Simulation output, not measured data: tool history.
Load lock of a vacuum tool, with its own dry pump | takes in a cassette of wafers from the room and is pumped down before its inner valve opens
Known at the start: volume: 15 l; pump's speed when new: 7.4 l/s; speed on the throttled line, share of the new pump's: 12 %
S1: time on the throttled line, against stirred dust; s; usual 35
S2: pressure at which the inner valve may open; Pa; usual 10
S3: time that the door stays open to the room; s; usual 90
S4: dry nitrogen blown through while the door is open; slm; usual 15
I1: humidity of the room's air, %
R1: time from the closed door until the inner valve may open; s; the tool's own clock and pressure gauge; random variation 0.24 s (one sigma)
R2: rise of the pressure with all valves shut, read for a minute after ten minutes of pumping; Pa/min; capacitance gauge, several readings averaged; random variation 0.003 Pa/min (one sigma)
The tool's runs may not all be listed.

run	hour	S1	S2	S3	S4	I1	R1	R2
1	0	35	10	90	15	44.7	51.1	0.06
2	121.3	35	10	90	15	44	50.9	0.059
3	233.5	35	10	90	15	44.8	51.5	0.06
4	309.1	35	10	90	15	47.8	51.2	0.065
5	420.8	35	10	90	15	43.8	51	0.056
6	516.3	35	10	90	15	48	51.1	0.059
7	643.4	35	10	90	15	43.6	51.1	0.053
8	740	35	10	90	9	44.5	51.1	0.072
9	831.5	35	10	90	15	44.2	50.8	0.062
10	884.4	35	10	90	15	43.2	51.3	0.059
11	945.8	35	10	48	15	41.6	51.3	0.048
12	1030.7	35	10	153	15	47.3	51	0.075
13	1084.3	35	10	153	15	46	51.1	0.08

Forecast run 14:
14	1199.9	35	10	153	15	47.2	?	?

Run 14 gave R1 51.6 s, R2 0.079 Pa/min.
Without the tool's hidden state the same run would have given R1 49.7 s, R2 0.066 Pa/min.

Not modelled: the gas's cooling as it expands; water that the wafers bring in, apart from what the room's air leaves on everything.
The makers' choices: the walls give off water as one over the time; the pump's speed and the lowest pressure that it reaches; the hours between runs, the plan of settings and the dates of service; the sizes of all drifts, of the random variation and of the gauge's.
